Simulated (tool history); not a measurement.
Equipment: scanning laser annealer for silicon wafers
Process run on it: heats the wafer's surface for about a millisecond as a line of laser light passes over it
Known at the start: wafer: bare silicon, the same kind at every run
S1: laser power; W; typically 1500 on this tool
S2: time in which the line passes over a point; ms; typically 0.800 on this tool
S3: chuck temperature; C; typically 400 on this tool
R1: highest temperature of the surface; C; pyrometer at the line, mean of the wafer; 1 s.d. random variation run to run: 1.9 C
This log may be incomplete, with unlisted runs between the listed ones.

run 1 hour=0.0 | S1=1500 S2=0.800 S3=400 | R1=1202
run 2 hour=8.9 | S1=1500 S2=0.800 S3=400 | R1=1199
run 3 hour=26.2 | S1=1500 S2=0.800 S3=400 | R1=1201
run 4 hour=36.7 | S1=1500 S2=0.800 S3=400 | R1=1199
run 5 hour=46.1 | S1=1500 S2=0.800 S3=400 | R1=1198
run 6 hour=57.6 | S1=1500 S2=0.800 S3=400 | R1=1198
run 7 hour=67.5 | S1=1500 S2=0.800 S3=363 | R1=1164
run 8 hour=80.4 | S1=1500 S2=0.800 S3=363 | R1=1163
run 9 hour=92.7 | S1=1500 S2=0.800 S3=363 | R1=1162
run 10 hour=102.1 | S1=1495 S2=0.727 S3=400 | R1=1152
run 11 hour=113.7 | S1=1460 S2=0.800 S3=400 | R1=1172
run 12 hour=124.9 | S1=1597 S2=0.750 S3=372 | R1=1202
run 13 hour=142.1 | S1=1597 S2=0.947 S3=414 | R1=1361
run 14 hour=156.5 | S1=1597 S2=0.947 S3=414 | R1=1358
run 15 hour=170.9 | S1=1500 S2=0.660 S3=400 | R1=1112

Some steps in R1, run to run, broken into two amounts with sign: the step expected even without the hidden condition (settings, incoming material, random variation), and the rest, left for the hidden condition together with whatever gauge scatter is not in both the measured and the hidden-condition-free result:
Hidden state present: light that passes the window, % of a clean one's; laser's true power over the reading, %; width of the line over the set one, %; drift of the gauge itself on peak_c, C.
Run 14 -> 15: S1 1597 -> 1500, S2 0.947 -> 0.660, S3 414 -> 400. R1 -246 C: hidden state +4, all else -250.
